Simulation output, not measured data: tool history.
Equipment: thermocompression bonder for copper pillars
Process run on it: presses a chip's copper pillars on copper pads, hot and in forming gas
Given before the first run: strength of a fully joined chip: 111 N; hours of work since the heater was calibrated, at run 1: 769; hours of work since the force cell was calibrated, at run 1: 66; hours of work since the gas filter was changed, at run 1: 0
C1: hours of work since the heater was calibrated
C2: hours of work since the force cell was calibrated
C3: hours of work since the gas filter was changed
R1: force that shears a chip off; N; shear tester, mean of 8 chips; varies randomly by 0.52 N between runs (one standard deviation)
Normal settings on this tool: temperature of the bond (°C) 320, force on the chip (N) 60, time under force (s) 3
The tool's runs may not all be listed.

run 1 hour=0.0 | temperature_of_the_bond_(°C)=320 force_on_the_chip_(N)=60 time_under_force_(s)=3 | C1=769 C2=66 C3=0 | R1=81.5
run 2 hour=38.9 | temperature_of_the_bond_(°C)=320 force_on_the_chip_(N)=60 time_under_force_(s)=3 | C1=799 C2=96 C3=30 | R1=79.2
run 3 hour=115.0 | temperature_of_the_bond_(°C)=320 force_on_the_chip_(N)=60 time_under_force_(s)=3 | C1=858 C2=156 C3=90 | R1=79.7
run 4 hour=193.1 | temperature_of_the_bond_(°C)=312 force_on_the_chip_(N)=60 time_under_force_(s)=3 | C1=919 C2=217 C3=151 | R1=73.5
run 5 hour=243.3 | temperature_of_the_bond_(°C)=320 force_on_the_chip_(N)=60 time_under_force_(s)=3 | C1=959 C2=256 C3=190 | R1=78.2
run 6 hour=301.6 | temperature_of_the_bond_(°C)=320 force_on_the_chip_(N)=60 time_under_force_(s)=3 | C1=1004 C2=302 C3=236 | R1=77.8
-- hour=344.1 heater calibrated with a thermocouple chip
run 7 hour=368.6 | temperature_of_the_bond_(°C)=320 force_on_the_chip_(N)=60 time_under_force_(s)=3 | C1=19 C2=352 C3=287 | R1=72.3
run 8 hour=446.4 | temperature_of_the_bond_(°C)=320 force_on_the_chip_(N)=60 time_under_force_(s)=3 | C1=80 C2=413 C3=347 | R1=70.3
run 9 hour=482.9 | temperature_of_the_bond_(°C)=320 force_on_the_chip_(N)=60 time_under_force_(s)=2 | C1=108 C2=442 C3=376 | R1=62.7
run 10 hour=534.6 | temperature_of_the_bond_(°C)=320 force_on_the_chip_(N)=60 time_under_force_(s)=3 | C1=149 C2=482 C3=416 | R1=69.5
-- hour=586.4 forming gas filter changed
run 11 hour=606.2 | temperature_of_the_bond_(°C)=320 force_on_the_chip_(N)=60 time_under_force_(s)=3 | C1=204 C2=538 C3=16 | R1=77.3
run 12 hour=654.6 | temperature_of_the_bond_(°C)=320 force_on_the_chip_(N)=60 time_under_force_(s)=3 | C1=242 C2=575 C3=53 | R1=77.4
run 13 hour=709.8 | temperature_of_the_bond_(°C)=320 force_on_the_chip_(N)=60 time_under_force_(s)=3 | C1=285 C2=619 C3=96 | R1=76.9
run 14 hour=786.3 | temperature_of_the_bond_(°C)=320 force_on_the_chip_(N)=60 time_under_force_(s)=3 | C1=345 C2=678 C3=156 | R1=76.3
run 15 hour=840.8 | temperature_of_the_bond_(°C)=320 force_on_the_chip_(N)=60 time_under_force_(s)=2 | C1=388 C2=721 C3=199 | R1=68.0
run 16 hour=895.5 | temperature_of_the_bond_(°C)=320 force_on_the_chip_(N)=52 time_under_force_(s)=3 | C1=431 C2=764 C3=242 | R1=70.9
run 17 hour=930.0 | temperature_of_the_bond_(°C)=320 force_on_the_chip_(N)=52 time_under_force_(s)=3 | C1=458 C2=791 C3=269 | R1=70.5
run 18 hour=965.8 | temperature_of_the_bond_(°C)=320 force_on_the_chip_(N)=52 time_under_force_(s)=3 | C1=486 C2=819 C3=297 | R1=70.5
run 19 hour=1001.3 | temperature_of_the_bond_(°C)=320 force_on_the_chip_(N)=60 time_under_force_(s)=3 | C1=513 C2=847 C3=324 | R1=74.5
run 20 hour=1035.2 | temperature_of_the_bond_(°C)=320 force_on_the_chip_(N)=60 time_under_force_(s)=6 | C1=540 C2=873 C3=351 | R1=84.8
run 21 hour=1091.3 | temperature_of_the_bond_(°C)=320 force_on_the_chip_(N)=60 time_under_force_(s)=6 | C1=584 C2=917 C3=395 | R1=83.7
run 22 hour=1136.8 | temperature_of_the_bond_(°C)=320 force_on_the_chip_(N)=60 time_under_force_(s)=6 | C1=619 C2=952 C3=430 | R1=83.0
-- hour=1169.2 forming gas filter changed
run 23 hour=1181.3 | temperature_of_the_bond_(°C)=320 force_on_the_chip_(N)=60 time_under_force_(s)=6 | C1=654 C2=987 C3=9 | R1=93.1
run 24 hour=1219.3 | temperature_of_the_bond_(°C)=320 force_on_the_chip_(N)=38 time_under_force_(s)=7 | C1=683 C2=1017 C3=39 | R1=84.8
run 25 hour=1272.1 | temperature_of_the_bond_(°C)=331 force_on_the_chip_(N)=70 time_under_force_(s)=5 | C1=725 C2=1058 C3=80 | R1=97.4
run 26 hour=1315.1 | temperature_of_the_bond_(°C)=320 force_on_the_chip_(N)=44 time_under_force_(s)=5 | C1=758 C2=1091 C3=114 | R1=81.0
run 27 hour=1385.3 | temperature_of_the_bond_(°C)=320 force_on_the_chip_(N)=68 time_under_force_(s)=4 | C1=813 C2=1146 C3=169 | R1=87.6
run 28 hour=1418.3 | temperature_of_the_bond_(°C)=310 force_on_the_chip_(N)=43 time_under_force_(s)=4 | C1=839 C2=1172 C3=195 | R1=68.6
run 29 hour=1456.8 | temperature_of_the_bond_(°C)=310 force_on_the_chip_(N)=43 time_under_force_(s)=4 | C1=869 C2=1202 C3=225 | R1=68.3
run 30 hour=1505.9 | temperature_of_the_bond_(°C)=310 force_on_the_chip_(N)=43 time_under_force_(s)=4 | C1=907 C2=1241 C3=263 | R1=67.8
run 31 hour=1544.1 | temperature_of_the_bond_(°C)=310 force_on_the_chip_(N)=43 time_under_force_(s)=4 | C1=937 C2=1270 C3=293 | R1=68.7
run 32 hour=1577.9 | temperature_of_the_bond_(°C)=344 force_on_the_chip_(N)=38 time_under_force_(s)=3 | C1=964 C2=1297 C3=319 | R1=77.6
run 33 hour=1614.1 | temperature_of_the_bond_(°C)=314 force_on_the_chip_(N)=71 time_under_force_(s)=4 | C1=992 C2=1325 C3=348 | R1=83.2
-- hour=1668.7 heater calibrated with a thermocouple chip
run 34 hour=1685.6 | temperature_of_the_bond_(°C)=343 force_on_the_chip_(N)=62 time_under_force_(s)=2 | C1=13 C2=1379 C3=402 | R1=76.3
-- hour=1759.2 forming gas filter changed
run 35 hour=1766.0 | temperature_of_the_bond_(°C)=345 force_on_the_chip_(N)=62 time_under_force_(s)=5 | C1=76 C2=1442 C3=5 | R1=101.5
run 36 hour=1802.8 | temperature_of_the_bond_(°C)=345 force_on_the_chip_(N)=62 time_under_force_(s)=5 | C1=104 C2=1471 C3=34 | R1=99.7
run 37 hour=1862.1 | temperature_of_the_bond_(°C)=345 force_on_the_chip_(N)=62 time_under_force_(s)=5 | C1=151 C2=1517 C3=80 | R1=97.6
run 38 hour=1919.6 | temperature_of_the_bond_(°C)=315 force_on_the_chip_(N)=60 time_under_force_(s)=2 | C1=196 C2=1562 C3=125 | R1=66.1
run 39 hour=1986.3 | temperature_of_the_bond_(°C)=340 force_on_the_chip_(N)=60 time_under_force_(s)=3 | C1=248 C2=1614 C3=178 | R1=86.9
run 40 hour=2046.1 | temperature_of_the_bond_(°C)=340 force_on_the_chip_(N)=60 time_under_force_(s)=3 | C1=295 C2=1661 C3=224 | R1=85.6

Hidden condition of the tool, last listed run before each entry between runs versus first listed run after:
From run 6 to run 7: heater calibrated with a thermocouple chip (hour 344.1)
  true temperature of the bond over the reading, C: 9.2 -> -0.4; force that reaches the chip, % of what is set: 101.6 -> 101.8; oxide that the forming gas leaves, % of the face: 6.18 -> 7.31
  measured minus no-state result, R1: +1.2 -> -5.0 N
From run 10 to run 11: forming gas filter changed (hour 586.4)
  true temperature of the bond over the reading, C: 1.1 -> 1.7; force that reaches the chip, % of what is set: 102.2 -> 102.4; oxide that the forming gas leaves, % of the face: 10.46 -> 0.9
  measured minus no-state result, R1: -6.5 -> +1.4 N
From run 22 to run 23: forming gas filter changed (hour 1169.2)
  true temperature of the bond over the reading, C: 6.3 -> 6.6; force that reaches the chip, % of what is set: 103.7 -> 103.8; oxide that the forming gas leaves, % of the face: 11.08 -> 0.86
  measured minus no-state result, R1: -5.8 -> +3.9 N
From run 33 to run 34: heater calibrated with a thermocouple chip (hour 1668.7)
  true temperature of the bond over the reading, C: 10.3 -> -0.2; force that reaches the chip, % of what is set: 104.9 -> 105.1; oxide that the forming gas leaves, % of the face: 8.88 -> 10.22
  measured minus no-state result, R1: -0.6 -> -7.0 N
From run 34 to run 35: forming gas filter changed (hour 1759.2)
  true temperature of the bond over the reading, C: -0.2 -> 0.5; force that reaches the chip, % of what is set: 105.1 -> 105.3; oxide that the forming gas leaves, % of the face: 10.22 -> 0.65
  measured minus no-state result, R1: -7.0 -> +1.0 N
